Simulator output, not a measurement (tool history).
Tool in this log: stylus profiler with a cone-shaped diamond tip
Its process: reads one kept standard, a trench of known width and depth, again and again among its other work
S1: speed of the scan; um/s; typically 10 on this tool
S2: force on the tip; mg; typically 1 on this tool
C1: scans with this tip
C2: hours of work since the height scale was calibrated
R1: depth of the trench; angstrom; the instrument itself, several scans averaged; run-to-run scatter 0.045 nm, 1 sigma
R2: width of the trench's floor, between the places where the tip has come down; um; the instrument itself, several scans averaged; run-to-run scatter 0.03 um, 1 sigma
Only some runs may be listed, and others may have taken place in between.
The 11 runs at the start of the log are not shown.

| run | hour | S1 | S2 | C1 | C2 | R1 | R2 |
|---|---|---|---|---|---|---|---|
| 12 | 403 | 10 | 1 | 6500 | 606 | 2008.7 | 46.72 |
| 13 | 449.7 | 10 | 1 | 6726 | 627 | 2009.1 | 46.79 |
| 14 | 481.6 | 10 | 1 | 6880 | 641 | 2009.2 | 46.72 |
| 15 | 506.7 | 10 | 0.46 | 7002 | 653 | 2006.6 | 46.65 |
| 16 | 542.8 | 10 | 1.12 | 7177 | 669 | 2010.1 | 46.68 |
| 17 | 582.2 | 10 | 1 | 7367 | 687 | 2009.5 | 46.69 |
| 18 | 605.2 | 10 | 1 | 7478 | 697 | 2009.5 | 46.7 |
| 19 | 638 | 10 | 1 | 7637 | 712 | 2010.4 | 46.68 |
| 20 | 685.4 | 10 | 1 | 7867 | 733 | 2009.6 | 46.63 |
| 21 | 730 | 10 | 1 | 8083 | 753 | 2010.1 | 46.66 |
| 22 | 778.2 | 10 | 1 | 8316 | 775 | 2009.1 | 46.64 |
| 23 | 826.3 | 10 | 1 | 8548 | 797 | 2009.7 | 46.61 |
| 24 | 854.5 | 3 | 0.83 | 8685 | 809 | 2009.2 | 46.67 |
| 25 | 884 | 3 | 0.83 | 8828 | 823 | 2008.1 | 46.63 |
| 26 | 909.8 | 31 | 0.92 | 8952 | 834 | 2008.8 | 46.38 |
| 27 | 950.6 | 11 | 2.77 | 9150 | 853 | 2016.9 | 46.6 |
| 28 | 982.1 | 6 | 1.99 | 9302 | 867 | 2015.3 | 46.61 |
| 29 | 1011.5 | 3 | 1.42 | 9444 | 880 | 2012.4 | 46.67 |
| 30 | 1054.1 | 11 | 0.8 | 9651 | 899 | 2009.3 | 46.6 |
| 31 | 1098.4 | 20 | 1.21 | 9865 | 919 | 2010.7 | 46.46 |
| 32 | 1128.9 | 4 | 0.41 | 10013 | 933 | 2007.7 | 46.56 |
| 33 | 1163 | 7 | 1 | 10177 | 948 | 2010.9 | 46.51 |
| 34 | 1198.3 | 7 | 1 | 10348 | 964 | 2010 | 46.49 |
| 35 | 1244.9 | 15 | 0.45 | 10573 | 985 | 2007.3 | 46.37 |
| 36 | 1274.3 | 15 | 0.45 | 10716 | 999 | 2008.3 | 46.41 |

Run 37 has not been measured yet. What should we expect?
| 37 | 1316.9 | 9 | 0.92 | 10922 | 1018 | ? | ? |

R1: 2010.6 angstrom
R2: 46.53 um
On a tool with no hidden condition, and with the same random variation, this run would have come out at R1 2006.7 angstrom, R2 47.14 um.
